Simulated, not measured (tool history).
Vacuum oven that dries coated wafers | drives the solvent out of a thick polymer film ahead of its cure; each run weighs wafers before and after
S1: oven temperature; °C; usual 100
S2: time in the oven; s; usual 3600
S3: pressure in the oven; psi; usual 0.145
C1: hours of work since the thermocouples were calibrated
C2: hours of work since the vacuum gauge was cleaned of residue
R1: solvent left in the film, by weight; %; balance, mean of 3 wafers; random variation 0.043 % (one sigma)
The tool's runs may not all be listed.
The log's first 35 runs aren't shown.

run 36 day=15.912 | S1=100 S2=1980 S3=0.133 | C1=1017 C2=398 | R1=6.16
run 37 day=16.579 | S1=96 S2=1980 S3=0.577 | C1=1023 C2=405 | R1=8.35
run 38 day=17.279 | S1=96 S2=1980 S3=0.577 | C1=1030 C2=412 | R1=8.38
run 39 day=17.883 | S1=96 S2=1980 S3=0.577 | C1=1037 C2=418 | R1=8.49
run 40 day=18.512 | S1=96 S2=1980 S3=0.577 | C1=1043 C2=424 | R1=8.27
run 41 day=18.792 | S1=96 S2=1980 S3=0.577 | C1=1046 C2=427 | R1=8.36
run 42 day=19.329 | S1=113 S2=4080 S3=0.577 | C1=1051 C2=433 | R1=1.04
run 43 day=19.738 | S1=100 S2=2280 S3=0.126 | C1=1055 C2=437 | R1=5.34
run 44 day=20.171 | S1=93 S2=2280 S3=0.08 | C1=1060 C2=441 | R1=7.88
run 45 day=20.596 | S1=100 S2=3900 S3=0.165 | C1=1064 C2=445 | R1=2.7
run 46 day=21.058 | S1=114 S2=5220 S3=0.496 | C1=1069 C2=450 | R1=0.77

5 ways to go on from here, each from the tool as it stands after run 46. What would each give?
run A day=21.396 | S1=103 S2=2520 S3=0.135 | C1=1072 C2=453 | R1=?
run B day=21.396 | S1=114 S2=1920 S3=0.496 | C1=1072 C2=453 | R1=?
run C day=21.396 | S1=100 S2=5220 S3=0.496 | C1=1072 C2=453 | R1=?
run D day=21.396 | S1=100 S2=3000 S3=0.145 | C1=1072 C2=453 | R1=?
run E day=21.396 | S1=111 S2=2640 S3=0.145 | C1=1072 C2=453 | R1=?

run=A R1=3.68
run=B R1=2.12
run=C R1=2.4
run=D R1=3.93
run=E R1=1.33
Without the tool's hidden state the same runs would have given:
run=A R1=3.66
run=B R1=2.11
run=C R1=2.39
run=D R1=3.92
run=E R1=1.32

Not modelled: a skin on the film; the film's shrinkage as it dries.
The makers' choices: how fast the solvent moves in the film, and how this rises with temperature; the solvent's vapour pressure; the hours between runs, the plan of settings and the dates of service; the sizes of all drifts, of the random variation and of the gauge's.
